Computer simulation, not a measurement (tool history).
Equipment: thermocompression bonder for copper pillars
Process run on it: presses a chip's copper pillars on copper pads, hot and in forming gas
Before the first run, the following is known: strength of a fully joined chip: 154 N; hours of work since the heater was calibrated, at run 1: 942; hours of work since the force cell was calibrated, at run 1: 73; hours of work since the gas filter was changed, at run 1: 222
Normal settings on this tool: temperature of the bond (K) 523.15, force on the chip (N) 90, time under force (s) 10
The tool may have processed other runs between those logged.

| run | day | temperature of the bond (K) | force on the chip (N) | time under force (s) | hours of work since the heater was calibrated | hours of work since the force cell was calibrated | hours of work since the gas filter was changed | force that shears a chip off (N) |
|---|---|---|---|---|---|---|---|---|
| 1 | 0 | 523.15 | 90 | 10 | 942 | 73 | 222 | 112.9 |
| 2 | 0.479 | 523.15 | 90 | 10 | 949 | 80 | 229 | 112.7 |
| 3 | 1.008 | 523.15 | 90 | 20 | 958 | 89 | 238 | 129.2 |
| 4 | 1.575 | 523.15 | 90 | 20 | 967 | 98 | 247 | 128.2 |
|  | 1.7 | heater calibrated with a thermocouple chip |
| 5 | 2.404 | 523.15 | 90 | 10 | 11 | 110 | 259 | 116 |
| 6 | 2.792 | 523.15 | 90 | 10 | 18 | 116 | 265 | 115.3 |
| 7 | 3.396 | 523.15 | 90 | 10 | 27 | 126 | 275 | 115.8 |
|  | 3.8 | heater calibrated with a thermocouple chip, once more |
| 8 | 4.221 | 523.15 | 90 | 10 | 7 | 138 | 287 | 107.2 |
| 9 | 4.533 | 533.15 | 74 | 20 | 12 | 143 | 292 | 121 |
| 10 | 4.946 | 533.15 | 74 | 20 | 19 | 150 | 299 | 120.5 |
| 11 | 5.608 | 505.15 | 57 | 29 | 29 | 161 | 310 | 96.4 |
| 12 | 6.05 | 505.15 | 57 | 29 | 36 | 168 | 317 | 96.3 |
| 13 | 6.45 | 503.15 | 75 | 13 | 43 | 174 | 323 | 88.8 |
| 14 | 6.829 | 539.15 | 89 | 9 | 49 | 180 | 329 | 114.3 |

Had the tool no unlogged condition, and each run kept its random variation, what would the results have been?
Hidden conditions of the tool in this case: true temperature of the bond over the reading, C; force that reaches the chip, % of what is set; oxide that the forming gas leaves, % of the face; drift of the gauge itself on shear_n, %.
| run | force that shears a chip off (N) |
|---|---|
| 1 | 110.2 |
| 2 | 110 |
| 3 | 128.1 |
| 4 | 127.2 |
| 5 | 110.2 |
| 6 | 109.6 |
| 7 | 110.2 |
| 8 | 110 |
| 9 | 124.4 |
| 10 | 124 |
| 11 | 98.9 |
| 12 | 98.8 |
| 13 | 91.1 |
| 14 | 117.8 |
